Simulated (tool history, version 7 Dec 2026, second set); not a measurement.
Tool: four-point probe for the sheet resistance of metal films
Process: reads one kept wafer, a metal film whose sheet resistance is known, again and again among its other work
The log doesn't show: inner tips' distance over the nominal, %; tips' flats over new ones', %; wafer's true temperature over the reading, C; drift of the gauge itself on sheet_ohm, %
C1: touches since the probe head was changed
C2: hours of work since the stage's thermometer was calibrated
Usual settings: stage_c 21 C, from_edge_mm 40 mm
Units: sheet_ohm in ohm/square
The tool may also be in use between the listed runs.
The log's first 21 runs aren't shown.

run 22 hour=474.8 | stage_c=32 from_edge_mm=10 | C1=47541 C2=38 | sheet_ohm=1.003413
run 23 hour=489.3 | stage_c=32 from_edge_mm=10 | C1=48204 C2=48 | sheet_ohm=1.003273
run 24 hour=521.1 | stage_c=32 from_edge_mm=10 | C1=49662 C2=68 | sheet_ohm=1.00314
run 25 hour=550.4 | stage_c=26 from_edge_mm=9 | C1=51006 C2=87 | sheet_ohm=1.003085
run 26 hour=568.6 | stage_c=26 from_edge_mm=28 | C1=51838 C2=99 | sheet_ohm=0.993444
run 27 hour=599.6 | stage_c=26 from_edge_mm=28 | C1=53258 C2=118 | sheet_ohm=0.993892
run 28 hour=624.6 | stage_c=26 from_edge_mm=28 | C1=54403 C2=134 | sheet_ohm=0.993685
run 29 hour=652.1 | stage_c=21 from_edge_mm=4 | C1=55668 C2=152 | sheet_ohm=1.041836
run 30 hour=666.6 | stage_c=33 from_edge_mm=6 | C1=56331 C2=161 | sheet_ohm=1.017966
run 31 hour=680 | stage_c=33 from_edge_mm=6 | C1=56945 C2=170 | sheet_ohm=1.018278
run 32 hour=702.6 | stage_c=20 from_edge_mm=4 | C1=57982 C2=185 | sheet_ohm=1.041187
run 33 hour=733.6 | stage_c=20 from_edge_mm=31 | C1=59400 C2=204 | sheet_ohm=0.991474
run 34 hour=759.6 | stage_c=26 from_edge_mm=15 | C1=60592 C2=221 | sheet_ohm=0.996284

Forecast each of these 3 alternatives for the next run:
run A hour=790.5 | stage_c=29 from_edge_mm=40 | C1=62009 C2=241 | sheet_ohm=?
run B hour=790.5 | stage_c=18 from_edge_mm=9 | C1=62009 C2=241 | sheet_ohm=?
run C hour=790.5 | stage_c=26 from_edge_mm=53 | C1=62009 C2=241 | sheet_ohm=?

run=A sheet_ohm=0.993774
run=B sheet_ohm=0.999953
run=C sheet_ohm=0.992713
Without the tool's hidden state the same runs would have given:
run=A sheet_ohm=0.996732
run=B sheet_ohm=1.002921
run=C sheet_ohm=0.995667
